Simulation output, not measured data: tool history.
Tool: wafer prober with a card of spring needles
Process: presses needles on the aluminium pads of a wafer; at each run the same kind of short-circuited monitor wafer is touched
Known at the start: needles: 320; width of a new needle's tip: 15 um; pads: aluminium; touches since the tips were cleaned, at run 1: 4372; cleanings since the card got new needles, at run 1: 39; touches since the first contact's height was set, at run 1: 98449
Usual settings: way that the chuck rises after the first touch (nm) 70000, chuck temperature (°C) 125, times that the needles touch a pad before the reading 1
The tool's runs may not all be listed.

run	hour	way that the chuck rises after the first touch (nm)	chuck temperature (°C)	times that the needles touch a pad before the reading	touches since the tips were cleaned	cleanings since the card got new needles	touches since the first contact's height was set	resistance of one needle with its contact and lead (mohm)	way that a needle slides on the pad (nm)
1	0.0	70000	125	1	4372	39	98449	303	11900
# hour 6.5: tips cleaned on abrasive film
2	17.5	70000	125	1	4808	40	106013	307	11920
# hour 23.7: tips cleaned on abrasive film
3	29.8	70000	125	1	2623	41	111276	296	11910
# hour 40.5: tips cleaned on abrasive film
4	46.6	70000	125	1	2659	42	118523	297	11900
# hour 56.8: tips cleaned on abrasive film
5	65.2	70000	26	1	3670	43	126554	277	11850
# hour 72.8: tips cleaned on abrasive film
6	80.9	70000	26	1	3496	44	133291	281	11870
# hour 89.1: tips cleaned on abrasive film
7	89.1	70000	26	1	0	45	136802	245	11880
8	97.2	78000	26	1	3540	45	140342	272	13270
# hour 105.4: tips cleaned on abrasive film
9	112.3	64000	125	1	3007	46	146839	297	10830
# hour 122.5: tips cleaned on abrasive film
10	128.0	64000	125	1	2345	47	153566	300	10820
# hour 138.7: tips cleaned on abrasive film
11	145.3	64000	125	1	2838	48	161038	302	10820
# hour 154.7: tips cleaned on abrasive film
12	158.8	64000	125	1	1786	49	166848	296	10800
# hour 171.1: tips cleaned on abrasive film
13	174.0	64000	125	1	1261	50	173388	291	10810
# hour 187.8: tips cleaned on abrasive film
14	192.2	70000	125	1	1895	51	181237	293	11820
# hour 203.8: tips cleaned on abrasive film
# hour 204.1: height of the first contact set anew
15	206.0	70000	36	1	819	52	819	260	12050
# hour 220.4: tips cleaned on abrasive film
16	224.8	70000	125	2	1913	53	8931	273	12010
# hour 236.7: tips cleaned on abrasive film
17	242.8	70000	125	1	2674	54	16701	298	12010
18	251.0	70000	125	1	6230	54	20257	304	12040
# hour 253.4: tips cleaned on abrasive film
19	263.6	70000	125	1	4431	55	25662	305	12010
# hour 270.2: tips cleaned on abrasive film
20	279.5	70000	125	1	4016	56	32481	302	12020
# hour 287.3: tips cleaned on abrasive film
21	296.7	70000	125	1	4079	57	39899	306	11980
# hour 303.6: tips cleaned on abrasive film
22	309.8	70000	31	1	2697	58	45538	279	11970
# hour 319.6: tips cleaned on abrasive film
23	327.6	76000	111	1	3442	59	53217	290	13030
# hour 335.8: tips cleaned on abrasive film
24	344.2	76000	111	1	3643	60	60359	290	13020
# hour 352.7: tips cleaned on abrasive film
25	357.0	76000	111	1	1872	61	65893	281	12990
26	366.3	70000	47	1	5891	61	69912	297	11950
# hour 369.4: tips cleaned on abrasive film
27	377.0	70000	40	1	3274	62	74489	278	11970
# hour 385.8: tips cleaned on abrasive film
28	395.6	70000	40	1	4249	63	82511	287	11950
# hour 403.1: tips cleaned on abrasive film
29	414.0	80000	125	2	4719	64	90460	281	13630
# hour 420.2: tips cleaned on abrasive film
30	427.4	80000	125	2	3095	65	96215	278	13660
# hour 436.5: tips cleaned on abrasive film
31	445.9	80000	125	2	4099	66	104209	279	13600
# hour 452.5: tips cleaned on abrasive film
32	464.3	80000	125	2	5090	67	112110	281	13650
# hour 468.9: tips cleaned on abrasive film
33	474.4	65000	60	1	2398	68	116479	288	10990

Measured less the same run without the tool's hidden state. The same run-to-run variation is in both; the gauge's scatter may not be:
The hidden state here: debris on the tips, nm; way that the needles fall short of the set height, um; tips' diameter, um; drift of the gauge itself on contact_mohm, %; drift of the gauge itself on scrub_um, %.
run	resistance of one needle with its contact and lead (mohm)	way that a needle slides on the pad (nm)
1	+40	-110
2	+43	-120
3	+33	-140
4	+32	-140
5	+42	-150
6	+43	-160
7	+7	-170
8	+37	-160
9	+39	-180
10	+36	-190
11	+40	-200
12	+29	-200
13	+26	-210
14	+30	-220
15	+19	+0
16	+16	+0
17	+33	-20
18	+46	-20
19	+42	-30
20	+40	-40
21	+40	-40
22	+37	-60
23	+33	-60
24	+34	-70
25	+24	-80
26	+53	-70
27	+40	-80
28	+46	-90
29	+21	-100
30	+18	-110
31	+20	-110
32	+22	-120
33	+38	-130

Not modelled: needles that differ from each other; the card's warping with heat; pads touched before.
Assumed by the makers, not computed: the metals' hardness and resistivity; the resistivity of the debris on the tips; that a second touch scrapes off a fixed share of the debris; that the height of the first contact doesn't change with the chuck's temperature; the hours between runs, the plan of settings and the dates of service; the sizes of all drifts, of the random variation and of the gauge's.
